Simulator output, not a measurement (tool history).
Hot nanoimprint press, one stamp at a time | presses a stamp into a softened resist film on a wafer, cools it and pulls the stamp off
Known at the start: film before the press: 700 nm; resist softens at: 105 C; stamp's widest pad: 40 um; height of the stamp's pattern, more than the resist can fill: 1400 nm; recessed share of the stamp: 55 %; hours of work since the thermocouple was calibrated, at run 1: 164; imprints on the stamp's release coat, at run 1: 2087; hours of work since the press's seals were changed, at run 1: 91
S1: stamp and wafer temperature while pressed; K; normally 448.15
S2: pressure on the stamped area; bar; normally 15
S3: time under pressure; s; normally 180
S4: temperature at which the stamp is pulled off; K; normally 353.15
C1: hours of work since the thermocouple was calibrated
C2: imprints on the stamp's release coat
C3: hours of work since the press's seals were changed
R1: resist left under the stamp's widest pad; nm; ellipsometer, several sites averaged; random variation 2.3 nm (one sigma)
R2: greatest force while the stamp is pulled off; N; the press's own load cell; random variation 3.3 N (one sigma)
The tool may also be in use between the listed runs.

{"run": 1, "hour": 0.0, "S1": 448.15, "S2": 15, "S3": 180, "S4": 353.15, "C1": 164, "C2": 2087, "C3": 91, "R1": 396.2, "R2": 301}
{"run": 2, "hour": 12.5, "S1": 448.15, "S2": 15, "S3": 180, "S4": 353.15, "C1": 173, "C2": 2140, "C3": 100, "R1": 400.7, "R2": 310}
{"run": 3, "hour": 20.5, "S1": 448.15, "S2": 15, "S3": 180, "S4": 353.15, "C1": 179, "C2": 2174, "C3": 106, "R1": 398.8, "R2": 318}
{"run": 4, "hour": 34.0, "S1": 448.15, "S2": 15, "S3": 180, "S4": 353.15, "C1": 189, "C2": 2231, "C3": 117, "R1": 397.8, "R2": 315}
{"hour": 47.8, "done": "stamp cleaned and given a new release coat"}
{"run": 5, "hour": 48.5, "S1": 448.15, "S2": 15, "S3": 167, "S4": 353.15, "C1": 196, "C2": 3, "C3": 123, "R1": 411.6, "R2": 160}
{"run": 6, "hour": 56.9, "S1": 448.15, "S2": 15, "S3": 167, "S4": 353.15, "C1": 202, "C2": 38, "C3": 129, "R1": 412.6, "R2": 157}
{"run": 7, "hour": 66.4, "S1": 448.15, "S2": 15, "S3": 180, "S4": 353.15, "C1": 209, "C2": 78, "C3": 136, "R1": 400.9, "R2": 169}
{"run": 8, "hour": 81.2, "S1": 448.15, "S2": 15, "S3": 180, "S4": 348.15, "C1": 220, "C2": 141, "C3": 148, "R1": 401.9, "R2": 186}
{"run": 9, "hour": 91.3, "S1": 448.15, "S2": 15, "S3": 180, "S4": 348.15, "C1": 228, "C2": 184, "C3": 155, "R1": 402.3, "R2": 189}
{"run": 10, "hour": 104.2, "S1": 448.15, "S2": 15, "S3": 180, "S4": 348.15, "C1": 238, "C2": 238, "C3": 165, "R1": 398.5, "R2": 194}
{"run": 11, "hour": 116.0, "S1": 448.15, "S2": 15, "S3": 180, "S4": 348.15, "C1": 247, "C2": 288, "C3": 174, "R1": 399.8, "R2": 197}
{"run": 12, "hour": 126.7, "S1": 448.15, "S2": 15, "S3": 345, "S4": 353.15, "C1": 255, "C2": 333, "C3": 182, "R1": 321.2, "R2": 186}
{"run": 13, "hour": 138.3, "S1": 454.15, "S2": 15, "S3": 345, "S4": 353.15, "C1": 264, "C2": 382, "C3": 191, "R1": 232.9, "R2": 177}
{"run": 14, "hour": 148.9, "S1": 454.15, "S2": 15, "S3": 345, "S4": 353.15, "C1": 272, "C2": 427, "C3": 199, "R1": 233.8, "R2": 184}
{"run": 15, "hour": 157.4, "S1": 454.15, "S2": 15, "S3": 345, "S4": 353.15, "C1": 278, "C2": 463, "C3": 205, "R1": 235.9, "R2": 195}
{"run": 16, "hour": 167.2, "S1": 454.15, "S2": 15, "S3": 345, "S4": 353.15, "C1": 285, "C2": 504, "C3": 213, "R1": 236.6, "R2": 196}
{"run": 17, "hour": 176.4, "S1": 441.15, "S2": 15, "S3": 180, "S4": 359.15, "C1": 292, "C2": 543, "C3": 219, "R1": 529, "R2": 163}
{"run": 18, "hour": 190.3, "S1": 441.15, "S2": 15, "S3": 180, "S4": 359.15, "C1": 303, "C2": 602, "C3": 230, "R1": 528.1, "R2": 166}
{"hour": 194.5, "done": "plate thermocouple calibrated"}
{"run": 19, "hour": 200.7, "S1": 456.15, "S2": 12.9, "S3": 180, "S4": 359.15, "C1": 5, "C2": 634, "C3": 236, "R1": 309.3, "R2": 179}
{"run": 20, "hour": 212.7, "S1": 446.15, "S2": 12.3, "S3": 104, "S4": 355.15, "C1": 14, "C2": 684, "C3": 245, "R1": 541.8, "R2": 193}
{"run": 21, "hour": 220.7, "S1": 446.15, "S2": 12.3, "S3": 104, "S4": 355.15, "C1": 20, "C2": 718, "C3": 251, "R1": 545.5, "R2": 200}
{"run": 22, "hour": 230.9, "S1": 446.15, "S2": 15, "S3": 180, "S4": 344.15, "C1": 27, "C2": 761, "C3": 258, "R1": 454.5, "R2": 256}
{"hour": 243.6, "done": "plate thermocouple calibrated, once more"}
{"run": 23, "hour": 247.4, "S1": 452.15, "S2": 21.7, "S3": 180, "S4": 357.15, "C1": 3, "C2": 818, "C3": 268, "R1": 285.8, "R2": 193}
{"run": 24, "hour": 261.6, "S1": 452.15, "S2": 21.7, "S3": 180, "S4": 357.15, "C1": 14, "C2": 878, "C3": 279, "R1": 285.8, "R2": 191}
{"run": 25, "hour": 272.9, "S1": 452.15, "S2": 11.9, "S3": 180, "S4": 349.15, "C1": 22, "C2": 926, "C3": 288, "R1": 363.7, "R2": 247}
{"run": 26, "hour": 284.6, "S1": 452.15, "S2": 11.9, "S3": 180, "S4": 349.15, "C1": 31, "C2": 975, "C3": 297, "R1": 362.5, "R2": 249}
{"run": 27, "hour": 293.6, "S1": 460.15, "S2": 13.4, "S3": 98, "S4": 343.15, "C1": 38, "C2": 1013, "C3": 303, "R1": 308.6, "R2": 284}
{"run": 28, "hour": 303.8, "S1": 448.15, "S2": 15, "S3": 289, "S4": 361.15, "C1": 45, "C2": 1056, "C3": 311, "R1": 333.3, "R2": 180}
{"run": 29, "hour": 312.9, "S1": 448.15, "S2": 15, "S3": 289, "S4": 361.15, "C1": 52, "C2": 1095, "C3": 318, "R1": 334.2, "R2": 190}
{"run": 30, "hour": 321.4, "S1": 448.15, "S2": 15, "S3": 289, "S4": 361.15, "C1": 59, "C2": 1131, "C3": 324, "R1": 335.7, "R2": 182}
{"run": 31, "hour": 330.7, "S1": 460.15, "S2": 22.1, "S3": 180, "S4": 353.15, "C1": 66, "C2": 1170, "C3": 331, "R1": 193.3, "R2": 238}

Entry by entry between the runs, the difference in hidden state between the last listed run before and the first listed run after:
Runs 4 to 5: stamp cleaned and given a new release coat (hour 47.8)
  true temperature over the reading, C: -0.52 -> -0.54; pressure that arrives at the usual setting, %: 98.65 -> 98.61; grip of the stamp's worn release coat, % over a new coat's: 102 -> 0.1
  the result without the hidden state subtracted from the measured one, R1: +10.6 -> +11.2 nm; R2: +160 -> +3 N
Runs 18 to 19: plate thermocouple calibrated (hour 194.5)
  true temperature over the reading, C: -0.89 -> -1.39; pressure that arrives at the usual setting, %: 97.81 -> 97.77; grip of the stamp's worn release coat, % over a new coat's: 24.8 -> 26.2
  the result without the hidden state subtracted from the measured one, R1: +17.4 -> +21.7 nm; R2: +36 -> +43 N
Runs 22 to 23: plate thermocouple calibrated, once more (hour 243.6)
  true temperature over the reading, C: -1.47 -> -0.15; pressure that arrives at the usual setting, %: 97.6 -> 97.52; grip of the stamp's worn release coat, % over a new coat's: 31.7 -> 34.2
  the result without the hidden state subtracted from the measured one, R1: +29.1 -> +6.6 nm; R2: +67 -> +49 N
